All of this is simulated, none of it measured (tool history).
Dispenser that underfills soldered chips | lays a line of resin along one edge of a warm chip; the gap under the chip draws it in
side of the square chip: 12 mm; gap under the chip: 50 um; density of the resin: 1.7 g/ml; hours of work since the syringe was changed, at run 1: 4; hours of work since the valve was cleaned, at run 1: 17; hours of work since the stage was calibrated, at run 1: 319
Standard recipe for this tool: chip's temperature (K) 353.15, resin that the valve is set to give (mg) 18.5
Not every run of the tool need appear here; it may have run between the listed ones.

run	hour	chip's temperature (K)	resin that the valve is set to give (mg)	hours of work since the syringe was changed	hours of work since the valve was cleaned	hours of work since the stage was calibrated	time until the resin shows at the far edge (s)	resin that the valve gave (mg)
1	0	353.15	18.5	4	17	319	97.7	18.26
# hour 7.5: new syringe of resin
2	10.4	346.15	18.5	2	24	326	131.2	18.16
3	18.8	346.15	22.1	8	30	332	169.7	21.5
# hour 20: new syringe of resin
4	26.6	346.15	22.1	5	35	337	140.1	21.43
# hour 32.5: new syringe of resin
5	38.5	346.15	22.1	4	43	345	143	21.48
# hour 44.9: new syringe of resin
# hour 47.8: stage's temperature calibrated
6	50.4	346.15	22.1	3	51	2	123.9	21.4
# hour 58.3: new syringe of resin
7	59.8	353.15	18.5	1	57	8	79.8	17.73
8	67.8	353.15	18.5	7	63	14	106.5	17.66
# hour 71.4: new syringe of resin
9	81.7	353.15	18.5	7	72	23	107.1	17.72
# hour 84.3: new syringe of resin
10	93.1	353.15	18.5	6	80	31	105.4	17.52
# hour 96.8: new syringe of resin
11	102	353.15	18.5	4	86	37	96.6	17.55
# hour 109.4: new syringe of resin
12	112	362.15	23.4	2	93	44	55.3	21.8
# hour 122.6: new syringe of resin
13	125.4	362.15	23.4	2	102	53	55.4	21.69
14	133	353.15	20.9	7	108	59	109.9	19.4
# hour 135.4: new syringe of resin
15	144.3	347.15	19.8	6	115	66	143.9	18.26
# hour 148.7: new syringe of resin
16	153.3	347.15	18.1	3	121	73	123.3	16.64
# hour 161.7: new syringe of resin
17	163.8	354.15	21.1	1	129	80	77.6	19.29
# hour 165.9: dispensing valve cleaned and set on the balance
# hour 175.3: new syringe of resin
18	177.4	357.15	18.8	1	8	88	69.2	18.69
# hour 187.8: new syringe of resin
19	190.9	361.15	16	2	17	98	62.3	15.88
# hour 200.5: new syringe of resin
20	203.1	368.15	22	2	26	106	40.8	21.7
# hour 213.4: new syringe of resin
21	217.6	368.15	21.1	3	36	116	44.4	20.65
# hour 226.2: new syringe of resin
22	226.9	339.15	15.7	0	42	122	165.5	15.38

Predict each of these 3 candidate next runs independently; none follows another, all start after run 22:
# hour 238.9: new syringe of resin
A	240.8	366.15	18	1	51	132	?	?
# hour 238.9: new syringe of resin
B	240.8	361.15	23.1	1	51	132	?	?
# hour 238.9: new syringe of resin
C	240.8	366.15	22.7	1	51	132	?	?

run	time until the resin shows at the far edge (s)	resin that the valve gave (mg)
A	45.7	17.52
B	56	22.31
C	45.2	22.1
Take away the tool's hidden state, keep each run's random variation, and the runs would have read:
run	time until the resin shows at the far edge (s)	resin that the valve gave (mg)
A	41.3	18.1
B	50.8	23.06
C	41	22.84
